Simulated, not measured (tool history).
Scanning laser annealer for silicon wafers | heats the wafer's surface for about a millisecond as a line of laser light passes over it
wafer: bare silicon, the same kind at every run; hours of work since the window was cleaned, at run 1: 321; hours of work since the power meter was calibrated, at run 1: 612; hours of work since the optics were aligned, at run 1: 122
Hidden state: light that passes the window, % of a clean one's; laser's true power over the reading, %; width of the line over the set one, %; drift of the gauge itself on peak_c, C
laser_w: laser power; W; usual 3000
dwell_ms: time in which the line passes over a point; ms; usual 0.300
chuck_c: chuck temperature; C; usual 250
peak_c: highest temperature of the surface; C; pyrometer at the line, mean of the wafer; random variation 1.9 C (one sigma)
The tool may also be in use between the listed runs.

| run | hour | laser_w | dwell_ms | chuck_c | hours of work since the window was cleaned | hours of work since the power meter was calibrated | hours of work since the optics were aligned | peak_c |
|---|---|---|---|---|---|---|---|---|
| 1 | 0.0 | 3000 | 0.300 | 250 | 321 | 612 | 122 | 1089 |
| 2 | 30.3 | 3000 | 0.300 | 250 | 335 | 626 | 135 | 1093 |
| 3 | 46.6 | 3000 | 0.300 | 250 | 343 | 633 | 143 | 1089 |
| 4 | 72.6 | 3000 | 0.300 | 261 | 354 | 645 | 155 | 1099 |
| 5 | 94.9 | 3000 | 0.300 | 261 | 365 | 655 | 165 | 1100 |
| 6 | 118.6 | 3000 | 0.300 | 261 | 375 | 666 | 176 | 1102 |
| 7 | 135.2 | 3000 | 0.306 | 250 | 383 | 673 | 183 | 1096 |
| 8 | 167.5 | 2749 | 0.241 | 252 | 397 | 688 | 198 | 929 |
| 9 | 197.0 | 2651 | 0.236 | 252 | 411 | 702 | 211 | 895 |
| 10 | 224.7 | 2853 | 0.300 | 250 | 423 | 714 | 224 | 1034 |
| 11 | 261.3 | 2745 | 0.308 | 240 | 440 | 731 | 240 | 995 |

Run 12 comes next. What will it give?
| 12 | 278.4 | 2685 | 0.357 | 229 | 448 | 739 | 248 | ? |

{"run 12": {"peak_c": 1015}}
Without the tool's hidden state the same run would have given peak_c 1015 C.
